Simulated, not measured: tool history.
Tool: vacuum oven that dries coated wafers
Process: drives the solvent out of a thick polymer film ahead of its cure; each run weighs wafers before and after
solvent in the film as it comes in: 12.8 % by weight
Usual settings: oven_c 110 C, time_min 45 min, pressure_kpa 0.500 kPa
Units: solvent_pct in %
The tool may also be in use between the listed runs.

run 1 hour=0.0 | oven_c=110 time_min=45 pressure_kpa=0.500 | solvent_pct=1.93
run 2 hour=13.3 | oven_c=110 time_min=45 pressure_kpa=0.408 | solvent_pct=1.89
run 3 hour=35.7 | oven_c=121 time_min=45 pressure_kpa=0.500 | solvent_pct=0.65
run 4 hour=58.3 | oven_c=110 time_min=45 pressure_kpa=0.258 | solvent_pct=1.85
run 5 hour=80.8 | oven_c=110 time_min=78 pressure_kpa=0.500 | solvent_pct=0.85
run 6 hour=93.1 | oven_c=110 time_min=78 pressure_kpa=0.500 | solvent_pct=0.80
run 7 hour=109.9 | oven_c=110 time_min=45 pressure_kpa=0.500 | solvent_pct=1.97
run 8 hour=129.4 | oven_c=110 time_min=45 pressure_kpa=0.500 | solvent_pct=1.89
run 9 hour=149.7 | oven_c=110 time_min=45 pressure_kpa=0.500 | solvent_pct=2.00
run 10 hour=166.5 | oven_c=96 time_min=45 pressure_kpa=0.500 | solvent_pct=5.04
run 11 hour=180.9 | oven_c=96 time_min=45 pressure_kpa=0.500 | solvent_pct=4.93
run 12 hour=198.5 | oven_c=96 time_min=45 pressure_kpa=0.500 | solvent_pct=5.08
run 13 hour=216.3 | oven_c=96 time_min=45 pressure_kpa=0.500 | solvent_pct=5.02
run 14 hour=237.3 | oven_c=96 time_min=45 pressure_kpa=0.500 | solvent_pct=5.04
run 15 hour=253.2 | oven_c=110 time_min=45 pressure_kpa=0.500 | solvent_pct=1.99
run 16 hour=262.7 | oven_c=110 time_min=68 pressure_kpa=0.500 | solvent_pct=1.04
run 17 hour=279.6 | oven_c=110 time_min=60 pressure_kpa=0.500 | solvent_pct=1.27
run 18 hour=300.9 | oven_c=110 time_min=60 pressure_kpa=0.500 | solvent_pct=1.35
run 19 hour=323.3 | oven_c=110 time_min=45 pressure_kpa=0.384 | solvent_pct=2.04
run 20 hour=338.5 | oven_c=110 time_min=31 pressure_kpa=0.384 | solvent_pct=3.20
run 21 hour=350.7 | oven_c=110 time_min=45 pressure_kpa=0.722 | solvent_pct=2.13
run 22 hour=360.5 | oven_c=110 time_min=45 pressure_kpa=0.500 | solvent_pct=2.07
run 23 hour=378.7 | oven_c=110 time_min=45 pressure_kpa=0.500 | solvent_pct=1.97
run 24 hour=396.5 | oven_c=96 time_min=70 pressure_kpa=0.381 | solvent_pct=3.44
run 25 hour=409.7 | oven_c=96 time_min=70 pressure_kpa=0.381 | solvent_pct=3.42
run 26 hour=421.6 | oven_c=96 time_min=70 pressure_kpa=0.381 | solvent_pct=3.50
run 27 hour=435.1 | oven_c=107 time_min=43 pressure_kpa=1.128 | solvent_pct=3.19
run 28 hour=453.9 | oven_c=107 time_min=43 pressure_kpa=1.128 | solvent_pct=3.27
run 29 hour=465.8 | oven_c=113 time_min=26 pressure_kpa=1.081 | solvent_pct=3.61
run 30 hour=475.1 | oven_c=119 time_min=23 pressure_kpa=1.074 | solvent_pct=2.74
run 31 hour=489.1 | oven_c=119 time_min=23 pressure_kpa=1.074 | solvent_pct=2.68
run 32 hour=509.4 | oven_c=119 time_min=23 pressure_kpa=1.074 | solvent_pct=2.73
run 33 hour=522.2 | oven_c=105 time_min=44 pressure_kpa=1.387 | solvent_pct=3.79
run 34 hour=532.1 | oven_c=110 time_min=69 pressure_kpa=0.500 | solvent_pct=1.10
run 35 hour=541.6 | oven_c=97 time_min=67 pressure_kpa=0.896 | solvent_pct=3.88
run 36 hour=557.1 | oven_c=97 time_min=67 pressure_kpa=0.896 | solvent_pct=3.74
run 37 hour=569.7 | oven_c=97 time_min=67 pressure_kpa=0.896 | solvent_pct=3.81
run 38 hour=585.6 | oven_c=117 time_min=55 pressure_kpa=0.299 | solvent_pct=0.67
run 39 hour=602.6 | oven_c=110 time_min=37 pressure_kpa=0.500 | solvent_pct=2.76
run 40 hour=624.0 | oven_c=110 time_min=37 pressure_kpa=0.500 | solvent_pct=2.64
run 41 hour=642.6 | oven_c=110 time_min=45 pressure_kpa=1.893 | solvent_pct=3.06
run 42 hour=662.5 | oven_c=110 time_min=68 pressure_kpa=1.893 | solvent_pct=2.12
run 43 hour=677.9 | oven_c=101 time_min=31 pressure_kpa=1.120 | solvent_pct=5.88
run 44 hour=699.4 | oven_c=113 time_min=73 pressure_kpa=1.530 | solvent_pct=1.48

3 ways to go on from here, each from the tool as it stands after run 44. What would each give?
run A hour=720.7 | oven_c=117 time_min=30 pressure_kpa=1.530 | solvent_pct=?
run B hour=720.7 | oven_c=96 time_min=29 pressure_kpa=0.862 | solvent_pct=?
run C hour=720.7 | oven_c=97 time_min=73 pressure_kpa=1.530 | solvent_pct=?

run=A solvent_pct=2.60
run=B solvent_pct=6.95
run=C solvent_pct=4.25
Without the tool's hidden state the same runs would have given:
run=A solvent_pct=2.27
run=B solvent_pct=6.55
run=C solvent_pct=3.75
